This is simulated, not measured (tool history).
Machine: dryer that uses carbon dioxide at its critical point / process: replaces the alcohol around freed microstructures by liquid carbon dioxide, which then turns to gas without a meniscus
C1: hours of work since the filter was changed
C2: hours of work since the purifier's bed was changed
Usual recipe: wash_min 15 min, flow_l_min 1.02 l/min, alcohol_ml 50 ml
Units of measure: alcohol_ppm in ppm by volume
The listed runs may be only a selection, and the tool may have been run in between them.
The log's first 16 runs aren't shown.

Run 17, hour 741.6: usual settings but flow_l_min 1.65 l/min, alcohol_ml 30 ml; C1 424; C2 547. Result: alcohol_ppm 200 ppm by volume.
Run 18, hour 765.2: usual settings but wash_min 11 min, alcohol_ml 60 ml; C1 440; C2 563. Result: alcohol_ppm 571 ppm by volume.
Run 19, hour 812.9: usual settings but wash_min 11 min, alcohol_ml 60 ml; C1 473; C2 595. Result: alcohol_ppm 586 ppm by volume.
Run 20, hour 837.0: usual settings but wash_min 17 min, flow_l_min 0.74 l/min, alcohol_ml 90 ml; C1 490; C2 612. Result: alcohol_ppm 605 ppm by volume.
Run 21, hour 889.5: usual settings but wash_min 12 min, flow_l_min 1.14 l/min, alcohol_ml 81 ml; C1 526; C2 648. Result: alcohol_ppm 440 ppm by volume.
At hour 895.9: inlet filter changed.
Run 22, hour 942.5: usual settings but wash_min 16 min, flow_l_min 0.77 l/min, alcohol_ml 64 ml; C1 32; C2 684. Result: alcohol_ppm 439 ppm by volume.
Run 23, hour 966.5: usual settings but wash_min 19 min, flow_l_min 0.77 l/min, alcohol_ml 36 ml; C1 48; C2 700. Result: alcohol_ppm 288 ppm by volume.
Run 24, hour 995.5: usual settings but wash_min 9 min, flow_l_min 1.21 l/min, alcohol_ml 30 ml; C1 68; C2 720. Result: alcohol_ppm 405 ppm by volume.
At hour 1002.1: purifier's bed changed.
Run 25, hour 1045.6: usual settings but wash_min 9 min, flow_l_min 1.21 l/min, alcohol_ml 30 ml; C1 101; C2 30. Result: alcohol_ppm 155 ppm by volume.
Run 26, hour 1084.8: usual settings but wash_min 9 min, flow_l_min 1.21 l/min, alcohol_ml 30 ml; C1 128; C2 57. Result: alcohol_ppm 170 ppm by volume.
Run 27, hour 1119.1: usual settings but wash_min 9 min, flow_l_min 1.21 l/min, alcohol_ml 30 ml; C1 151; C2 80. Result: alcohol_ppm 168 ppm by volume.
Run 28, hour 1155.9: usual settings but wash_min 9 min, flow_l_min 0.69 l/min, alcohol_ml 65 ml; C1 176; C2 106. Result: alcohol_ppm 2665 ppm by volume.
Run 29, hour 1187.1: usual settings but wash_min 9 min, flow_l_min 0.69 l/min, alcohol_ml 65 ml; C1 198; C2 127. Result: alcohol_ppm 2688 ppm by volume.
Run 30, hour 1245.0: usual settings but wash_min 9 min, flow_l_min 0.69 l/min, alcohol_ml 40 ml; C1 237; C2 167. Result: alcohol_ppm 1708 ppm by volume.
Run 31, hour 1288.6: usual settings but wash_min 9 min, flow_l_min 0.69 l/min, alcohol_ml 40 ml; C1 267; C2 197. Result: alcohol_ppm 1758 ppm by volume.

Consider 4 possible next runs. They are alternatives, not a sequence: every one starts from the tool as it was left by run 31. What does each give?
Run A, hour 1336.2: usual settings but wash_min 23 min, flow_l_min 0.69 l/min, alcohol_ml 22 ml; C1 300; C2 229. Result: alcohol_ppm ?.
Run B, hour 1336.2: usual settings but wash_min 12 min, flow_l_min 1.27 l/min, alcohol_ml 42 ml; C1 300; C2 229. Result: alcohol_ppm ?.
Run C, hour 1336.2: usual settings but wash_min 19 min; C1 300; C2 229. Result: alcohol_ppm ?.
Run D, hour 1336.2: usual settings but wash_min 13 min, flow_l_min 1.45 l/min; C1 300; C2 229. Result: alcohol_ppm ?.

run  alcohol_ppm
  A          111
  B          120
  C           88
  D           95
What these runs would have given with no unlogged condition in the tool:
run  alcohol_ppm
  A           23
  B           27
  C            5
  D           12
